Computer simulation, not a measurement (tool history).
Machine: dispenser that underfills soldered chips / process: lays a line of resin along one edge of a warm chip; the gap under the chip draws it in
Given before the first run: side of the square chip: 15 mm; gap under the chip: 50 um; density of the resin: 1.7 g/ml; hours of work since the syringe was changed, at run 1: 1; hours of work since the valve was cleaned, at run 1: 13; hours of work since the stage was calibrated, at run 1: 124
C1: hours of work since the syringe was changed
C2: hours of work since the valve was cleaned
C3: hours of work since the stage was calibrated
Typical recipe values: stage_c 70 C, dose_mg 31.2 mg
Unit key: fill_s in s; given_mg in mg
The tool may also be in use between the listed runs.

run 1 day=0 | stage_c=70 dose_mg=31.2 | C1=1 C2=13 C3=124 | fill_s=294.3 given_mg=30.65
run 2 day=0.125 | stage_c=70 dose_mg=30.9 | C1=3 C2=15 C3=126 | fill_s=336.3 given_mg=30.5
run 3 day=0.242 | stage_c=57 dose_mg=31.2 | C1=5 C2=17 C3=128 | fill_s=653.8 given_mg=30.61
run 4 day=0.342 | stage_c=77 dose_mg=31.2 | C1=6 C2=18 C3=129 | fill_s=331 given_mg=30.65
-- day=0.467 new syringe of resin
run 5 day=0.504 | stage_c=77 dose_mg=31.2 | C1=1 C2=21 C3=131 | fill_s=206.2 given_mg=30.6
run 6 day=0.604 | stage_c=70 dose_mg=31.2 | C1=2 C2=22 C3=133 | fill_s=303.5 given_mg=30.49
run 7 day=0.821 | stage_c=70 dose_mg=31.2 | C1=5 C2=25 C3=136 | fill_s=388.4 given_mg=30.51
run 8 day=0.958 | stage_c=70 dose_mg=31.2 | C1=7 C2=27 C3=138 | fill_s=465.9 given_mg=30.42
-- day=1.025 new syringe of resin
run 9 day=1.154 | stage_c=70 dose_mg=40.6 | C1=2 C2=30 C3=141 | fill_s=306.4 given_mg=39.11
run 10 day=1.308 | stage_c=70 dose_mg=31.2 | C1=4 C2=32 C3=143 | fill_s=374.4 given_mg=30
run 11 day=1.5 | stage_c=70 dose_mg=31.2 | C1=7 C2=35 C3=146 | fill_s=474 given_mg=30.23
-- day=1.583 new syringe of resin
run 12 day=1.712 | stage_c=70 dose_mg=31.2 | C1=2 C2=38 C3=149 | fill_s=295.7 given_mg=30.22
run 13 day=1.85 | stage_c=70 dose_mg=31.2 | C1=4 C2=40 C3=151 | fill_s=349.3 given_mg=29.97
run 14 day=1.958 | stage_c=57 dose_mg=28.9 | C1=5 C2=42 C3=153 | fill_s=693.3 given_mg=27.79
run 15 day=2.117 | stage_c=57 dose_mg=28.9 | C1=8 C2=44 C3=155 | fill_s=833.2 given_mg=27.7
-- day=2.154 new syringe of resin
run 16 day=2.246 | stage_c=56 dose_mg=28.9 | C1=1 C2=46 C3=157 | fill_s=528.6 given_mg=27.62
run 17 day=2.4 | stage_c=62 dose_mg=26.9 | C1=4 C2=48 C3=159 | fill_s=494.2 given_mg=25.48
run 18 day=2.492 | stage_c=60 dose_mg=31 | C1=5 C2=50 C3=160 | fill_s=579.8 given_mg=29.47
run 19 day=2.625 | stage_c=75 dose_mg=29.7 | C1=7 C2=52 C3=162 | fill_s=379.7 given_mg=28.12
-- day=2.712 new syringe of resin
run 20 day=2.742 | stage_c=62 dose_mg=31.4 | C1=0 C2=53 C3=164 | fill_s=374.7 given_mg=29.76
run 21 day=2.862 | stage_c=59 dose_mg=36.2 | C1=2 C2=55 C3=166 | fill_s=490 given_mg=34.29
run 22 day=3.008 | stage_c=59 dose_mg=36.2 | C1=4 C2=57 C3=168 | fill_s=567.3 given_mg=34.2
run 23 day=3.2 | stage_c=57 dose_mg=36 | C1=7 C2=60 C3=171 | fill_s=774.9 given_mg=34.02
-- day=3.271 new syringe of resin
run 24 day=3.358 | stage_c=70 dose_mg=39.8 | C1=1 C2=62 C3=173 | fill_s=289.7 given_mg=37.44
run 25 day=3.521 | stage_c=64 dose_mg=39.8 | C1=4 C2=64 C3=175 | fill_s=438.3 given_mg=37.43

Branching from run 25: 3 alternative next runs. What would each branch give?
run A day=3.717 | stage_c=71 dose_mg=40.2 | C1=7 C2=67 C3=178 | fill_s=? given_mg=?
run B day=3.717 | stage_c=82 dose_mg=36.3 | C1=7 C2=67 C3=178 | fill_s=? given_mg=?
run C day=3.717 | stage_c=63 dose_mg=33 | C1=7 C2=67 C3=178 | fill_s=? given_mg=?

run=A fill_s=422 given_mg=37.73
run=B fill_s=274.2 given_mg=33.85
run=C fill_s=579.2 given_mg=30.59
With the hidden condition removed and each run's random variation left untouched, the same runs would have given:
run=A fill_s=240.8 given_mg=40.32
run=B fill_s=156.5 given_mg=36.17
run=C fill_s=328.3 given_mg=32.69
